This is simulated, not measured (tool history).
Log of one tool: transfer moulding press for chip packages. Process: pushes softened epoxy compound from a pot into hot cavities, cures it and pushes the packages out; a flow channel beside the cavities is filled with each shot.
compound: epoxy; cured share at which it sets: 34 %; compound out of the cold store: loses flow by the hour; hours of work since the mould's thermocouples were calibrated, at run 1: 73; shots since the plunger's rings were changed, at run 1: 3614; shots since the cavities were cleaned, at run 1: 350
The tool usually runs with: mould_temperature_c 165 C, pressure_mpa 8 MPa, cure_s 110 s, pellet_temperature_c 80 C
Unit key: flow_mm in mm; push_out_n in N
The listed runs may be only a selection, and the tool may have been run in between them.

run   hour  mould_temperature_c  pressure_mpa  cure_s  pellet_temperature_c  hours of work since the mould's thermocouples were calibrated  shots since the plunger's rings were changed  shots since the cavities were cleaned  incoming compound's hours out of the cold store  flow_mm  push_out_n
  1      0                  165             8     110                    80                                                             73                                          3614                                    350                                             13.2     1015         433
  2    8.1                  165             8     110                    80                                                             77                                          3669                                    405                                             22.8      954         417
  3   15.5                  161             8     110                    80                                                             80                                          3719                                    455                                             45.2      867         512
  4   24.7                  161             8     110                    80                                                             84                                          3781                                    517                                             36.7      908         528
  5   39.1                  161             8     110                    80                                                             89                                          3879                                    615                                             30.3      945         537
  6   51.5                  165             8     110                    80                                                             95                                          3964                                    700                                             29.5      916         431
  7     61                  165             8     110                    80                                                             98                                          4029                                    765                                             15.5      995         424
  8   71.1                  165             8     110                    80                                                            103                                          4097                                    833                                             43.6      854         413
  9     80                  165             8     110                    80                                                            106                                          4158                                    894                                             17.6      978         433
 10   93.5                  165             8     110                    71                                                            112                                          4249                                    985                                             35.3      898         415
 11  101.1                  165             8     110                    71                                                            115                                          4301                                   1037                                              9.3     1036         431
     109.2  -- cavities cleaned with cleaning compound and waxed
 12  109.6                  165             8     110                    71                                                            118                                          4348                                      3                                             19.1      981         428
 13  122.6                  165             8     110                    71                                                            123                                          4437                                     92                                               32      915         407
 14  136.7                  165           9.6     110                    80                                                            129                                          4533                                    188                                             34.1      982         412
 15  146.2                  165          8.58     110                    80                                                            133                                          4597                                    252                                             38.8      906         414
 16  158.8                  165          8.58     144                    80                                                            138                                          4683                                    338                                             44.3      880         379
 17  165.8                  165          8.58     144                    80                                                            141                                          4731                                    386                                             18.1     1015         370
 18    180                  165          8.16     110                    80                                                            147                                          4827                                    482                                             11.7     1031         435
 19    188                  165          8.16     110                    80                                                            150                                          4881                                    536                                             30.6      917         416
 20  201.1                  159          6.84      99                    77                                                            155                                          4970                                    625                                             37.6      856         747
 21  211.5                  159          6.84      99                    77                                                            160                                          5041                                    696                                             40.5      835         730
 22  221.6                  159          6.84      99                    77                                                            164                                          5110                                    765                                             30.6      884         748
 23  231.6                  168          7.83     129                    87                                                            168                                          5178                                    833                                             18.6      948         364
     243.7  -- plunger's sealing rings changed
 24  245.9                  167          8.19     110                    81                                                            173                                            15                                    913                                             42.2      862         399
 25  257.1                  164          7.76     110                    80                                                            177                                            91                                    989                                               13      999         445
 26  268.8                  167          7.16     110                    80                                                            182                                           170                                   1068                                             24.1      886         379
     272.2  -- cavities cleaned with cleaning compound and waxed
 27  278.1                  172          7.92     148                    74                                                            185                                           223                                     40                                             41.6      831         354
 28  284.3                  172          7.92     148                    74                                                            188                                           265                                     82                                             42.9      817         358

Predict each of these 4 candidate next runs independently; none follows another, all start after run 28:
  A  293.4                  167          8.94     142                    74                                                            192                                           327                                    144                                              8.8        ?           ?
  B  293.4                  169          9.22     142                    74                                                            192                                           327                                    144                                             24.9        ?           ?
  C  293.4                  172          7.47      99                    79                                                            192                                           327                                    144                                             32.6        ?           ?
  D  293.4                  172           6.7     148                    74                                                            192                                           327                                    144                                             33.5        ?           ?

run  flow_mm  push_out_n
  A     1087         365
  B      985         354
  C      842         367
  D      800         343
With the hidden condition removed and each run's random variation left untouched, the same runs would have given:
run  flow_mm  push_out_n
  A     1087         363
  B      985         353
  C      842         366
  D      800         342

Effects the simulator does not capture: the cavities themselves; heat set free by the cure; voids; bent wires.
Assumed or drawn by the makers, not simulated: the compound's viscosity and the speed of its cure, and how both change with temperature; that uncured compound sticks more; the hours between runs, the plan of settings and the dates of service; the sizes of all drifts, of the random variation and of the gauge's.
